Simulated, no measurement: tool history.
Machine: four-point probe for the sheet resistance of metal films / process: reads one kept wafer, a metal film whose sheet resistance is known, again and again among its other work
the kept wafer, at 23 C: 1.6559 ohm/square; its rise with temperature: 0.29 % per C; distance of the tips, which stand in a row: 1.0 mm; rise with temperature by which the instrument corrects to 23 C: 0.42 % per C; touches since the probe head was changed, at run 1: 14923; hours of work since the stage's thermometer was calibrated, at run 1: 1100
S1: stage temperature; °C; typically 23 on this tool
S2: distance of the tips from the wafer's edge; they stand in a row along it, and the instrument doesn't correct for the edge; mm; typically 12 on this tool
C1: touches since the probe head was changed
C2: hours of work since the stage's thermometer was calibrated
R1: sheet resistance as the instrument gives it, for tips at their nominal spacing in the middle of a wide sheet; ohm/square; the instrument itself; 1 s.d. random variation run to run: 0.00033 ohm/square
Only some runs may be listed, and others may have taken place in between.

Run 1, hour 0: usual settings; C1 14923; C2 1100. Result: R1 1.654616 ohm/square.
Run 2, hour 35.5: usual settings; C1 15864; C2 1120. Result: R1 1.655252 ohm/square.
Run 3, hour 73.9: usual settings; C1 16880; C2 1141. Result: R1 1.654892 ohm/square.
Run 4, hour 112.7: usual settings; C1 17909; C2 1162. Result: R1 1.654981 ohm/square.
Run 5, hour 150.9: usual settings; C1 18921; C2 1183. Result: R1 1.655063 ohm/square.
Run 6, hour 185.6: usual settings but S1 20 °C; C1 19841; C2 1202. Result: R1 1.660926 ohm/square.
Run 7, hour 217.7: usual settings but S1 26 °C; C1 20690; C2 1220. Result: R1 1.648622 ohm/square.
At hour 225.1: stage's thermometer calibrated.
Run 8, hour 234.3: usual settings but S1 26 °C; C1 21117; C2 5. Result: R1 1.647516 ohm/square.
Run 9, hour 258.3: usual settings but S1 26 °C; C1 21753; C2 18. Result: R1 1.647536 ohm/square.
Run 10, hour 278.8: usual settings but S1 26 °C; C1 22297; C2 29. Result: R1 1.646869 ohm/square.
Run 11, hour 301.2: usual settings; C1 22891; C2 42. Result: R1 1.653072 ohm/square.
Run 12, hour 319.7: usual settings; C1 23379; C2 52. Result: R1 1.653315 ohm/square.
Run 13, hour 354.7: usual settings; C1 24306; C2 71. Result: R1 1.653481 ohm/square.
Run 14, hour 393.4: usual settings; C1 25332; C2 92. Result: R1 1.653875 ohm/square.
Run 15, hour 425.5: usual settings; C1 26182; C2 110. Result: R1 1.65366 ohm/square.
Run 16, hour 452.8: usual settings but S1 19 °C, S2 7 mm; C1 26906; C2 125. Result: R1 1.674184 ohm/square.
Run 17, hour 479.3: usual settings but S1 24 °C, S2 9 mm; C1 27609; C2 139. Result: R1 1.655646 ohm/square.
Run 18, hour 509.4: usual settings but S1 31 °C, S2 13 mm; C1 28405; C2 155. Result: R1 1.635988 ohm/square.
Run 19, hour 533.3: usual settings but S2 6 mm; C1 29038; C2 169. Result: R1 1.671257 ohm/square.
Run 20, hour 571.5: usual settings but S1 28 °C, S2 14 mm; C1 30051; C2 189. Result: R1 1.640367 ohm/square.
Run 21, hour 600.5: usual settings but S2 9 mm; C1 30820; C2 205. Result: R1 1.657672 ohm/square.
Run 22, hour 635.9: usual settings but S1 29 °C, S2 8 mm; C1 31758; C2 225. Result: R1 1.647792 ohm/square.
Run 23, hour 670.9: usual settings but S1 26 °C, S2 8 mm; C1 32684; C2 244. Result: R1 1.654154 ohm/square.
Run 24, hour 690.8: usual settings but S1 22 °C, S2 3 mm; C1 33212; C2 255. Result: R1 1.741259 ohm/square.
Run 25, hour 709.6: usual settings but S1 32 °C, S2 28 mm; C1 33710; C2 265. Result: R1 1.628731 ohm/square.
Run 26, hour 748.4: usual settings but S2 4 mm; C1 34739; C2 286. Result: R1 1.700283 ohm/square.
Run 27, hour 774.9: usual settings but S1 35 °C, S2 10 mm; C1 35440; C2 301. Result: R1 1.630404 ohm/square.
Run 28, hour 811.8: usual settings but S1 35 °C, S2 10 mm; C1 36416; C2 321. Result: R1 1.630206 ohm/square.
Run 29, hour 839.5: usual settings but S1 33 °C, S2 10 mm; C1 37151; C2 336. Result: R1 1.634231 ohm/square.

Alternative continuations, all from the tool just after run 29; predict every row:
Run A, hour 871.5: usual settings but S1 27 °C, S2 44 mm; C1 37999; C2 353. Result: R1 ?.
Run B, hour 871.5: usual settings but S2 4 mm; C1 37999; C2 353. Result: R1 ?.
Run C, hour 871.5: usual settings but S1 26 °C, S2 4 mm; C1 37999; C2 353. Result: R1 ?.

run        R1
  A  1.638178
  B  1.699716
  C  1.693354
What these runs would have given with no unlogged condition in the tool:
run        R1
  A  1.647807
  B  1.709674
  C  1.703279

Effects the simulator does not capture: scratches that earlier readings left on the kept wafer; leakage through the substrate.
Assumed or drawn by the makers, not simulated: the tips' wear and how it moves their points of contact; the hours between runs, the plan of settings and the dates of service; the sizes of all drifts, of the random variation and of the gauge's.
